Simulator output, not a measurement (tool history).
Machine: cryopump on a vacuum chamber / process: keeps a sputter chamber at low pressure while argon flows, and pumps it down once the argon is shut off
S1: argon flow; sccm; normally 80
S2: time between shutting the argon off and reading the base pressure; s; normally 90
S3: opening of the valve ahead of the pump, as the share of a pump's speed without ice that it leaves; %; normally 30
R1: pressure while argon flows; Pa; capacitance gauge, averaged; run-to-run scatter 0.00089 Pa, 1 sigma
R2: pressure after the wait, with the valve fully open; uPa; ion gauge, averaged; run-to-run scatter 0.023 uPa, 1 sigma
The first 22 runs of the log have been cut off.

run	hour	S1	S2	S3	R1	R2
23	271.9	122	164	44	0.1968	0.64
24	282.5	76	62	38	0.1410	1.25
25	299.5	70	77	22	0.2239	1.01
26	307.4	35	24	54	0.0462	2.76
27	318.6	35	24	54	0.0470	2.78
28	327.9	88	193	30	0.2064	0.59
29	343.8	88	193	30	0.2087	0.58
30	354.4	34	298	30	0.0799	0.50
31	372.5	55	35	30	0.1303	1.99
32	384.1	55	35	30	0.1305	2.07
33	403.0	34	155	39	0.0629	0.67
34	413.1	50	83	39	0.0928	1.02
35	428.3	50	99	18	0.1953	0.94

Below are 3 alternative next runs, each starting from the tool's condition after run 35. Predict each:
A	436.4	44	53	60	?	?
B	436.4	124	90	23	?	?
C	436.4	42	21	44	?	?

run	R1	R2
A	0.0545	1.41
B	0.3810	0.95
C	0.0689	3.16
Stripped of hidden state, with their random variation kept, the same runs would have yielded:
run	R1	R2
A	0.0511	1.24
B	0.3714	0.78
C	0.0657	2.99

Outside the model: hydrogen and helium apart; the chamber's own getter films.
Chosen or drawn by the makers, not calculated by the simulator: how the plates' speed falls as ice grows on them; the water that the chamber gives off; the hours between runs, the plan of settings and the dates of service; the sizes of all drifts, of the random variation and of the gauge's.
